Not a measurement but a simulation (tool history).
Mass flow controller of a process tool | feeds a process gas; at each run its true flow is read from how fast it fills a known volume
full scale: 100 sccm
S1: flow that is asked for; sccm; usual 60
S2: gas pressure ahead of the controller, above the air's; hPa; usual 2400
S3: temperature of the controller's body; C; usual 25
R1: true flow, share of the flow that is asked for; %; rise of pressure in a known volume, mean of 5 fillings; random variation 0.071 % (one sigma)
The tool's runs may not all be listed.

| run | hour | S1 | S2 | S3 | R1 |
|---|---|---|---|---|---|
| 1 | 0.0 | 60 | 2400 | 25 | 99.51 |
| 2 | 233.3 | 60 | 2400 | 25 | 99.29 |
| 3 | 336.6 | 24 | 2400 | 25 | 98.73 |
| 4 | 527.1 | 60 | 2400 | 25 | 99.31 |
| 5 | 653.4 | 60 | 2400 | 25 | 99.39 |
| 6 | 781.3 | 60 | 2400 | 25 | 99.22 |
| 7 | 930.6 | 60 | 2400 | 25 | 99.13 |
| 8 | 1063.7 | 60 | 2400 | 25 | 99.15 |
| 9 | 1163.4 | 60 | 2400 | 25 | 99.11 |
| 10 | 1365.5 | 60 | 2400 | 25 | 99.03 |
| 11 | 1480.6 | 60 | 2400 | 32 | 99.34 |
| 12 | 1602.6 | 60 | 2400 | 32 | 99.24 |
| 13 | 1832.4 | 60 | 2400 | 32 | 99.31 |
| 14 | 2007.2 | 60 | 2400 | 32 | 99.38 |
| 15 | 2180.1 | 60 | 2400 | 25 | 98.83 |
| 16 | 2341.6 | 60 | 2400 | 29 | 99.00 |
| 17 | 2519.9 | 60 | 2400 | 25 | 98.71 |
| 18 | 2726.3 | 60 | 2400 | 25 | 98.69 |
| 19 | 2939.6 | 45 | 1620 | 29 | 98.07 |
| 20 | 3109.6 | 45 | 1620 | 29 | 97.98 |
| 21 | 3348.2 | 59 | 2250 | 33 | 98.83 |
| 22 | 3448.1 | 59 | 2250 | 33 | 98.85 |
| 23 | 3599.5 | 59 | 2250 | 33 | 98.82 |
| 24 | 3725.6 | 61 | 2010 | 33 | 98.71 |
| 25 | 3856.6 | 61 | 2010 | 33 | 98.58 |
| 26 | 4072.2 | 40 | 2010 | 29 | 97.88 |
| 27 | 4305.2 | 40 | 1760 | 32 | 97.95 |
| 28 | 4464.7 | 41 | 2180 | 25 | 97.86 |
|  | 4635.0 | controller exchanged for a calibrated one |
| 29 | 4709.4 | 76 | 1600 | 37 | 98.63 |
| 30 | 4899.7 | 76 | 1600 | 37 | 98.49 |
| 31 | 5056.5 | 20 | 1650 | 37 | 97.55 |
| 32 | 5268.7 | 20 | 1470 | 28 | 96.89 |
| 33 | 5397.6 | 60 | 2240 | 38 | 98.52 |
| 34 | 5622.2 | 12 | 1730 | 25 | 96.65 |
| 35 | 5781.0 | 12 | 1730 | 25 | 96.64 |
| 36 | 5988.5 | 12 | 2140 | 25 | 96.89 |

Forecast each of these 4 alternatives for the next run:
| A | 6136.6 | 60 | 2650 | 27 | ? |
| B | 6136.6 | 60 | 2620 | 25 | ? |
| C | 6136.6 | 85 | 2770 | 24 | ? |
| D | 6136.6 | 42 | 1780 | 22 | ? |

| run | R1 |
|---|---|
| A | 98.14 |
| B | 97.95 |
| C | 98.45 |
| D | 97.01 |
Without the tool's hidden state the same runs would have given:
| run | R1 |
|---|---|
| A | 99.79 |
| B | 99.60 |
| C | 100.10 |
| D | 98.64 |
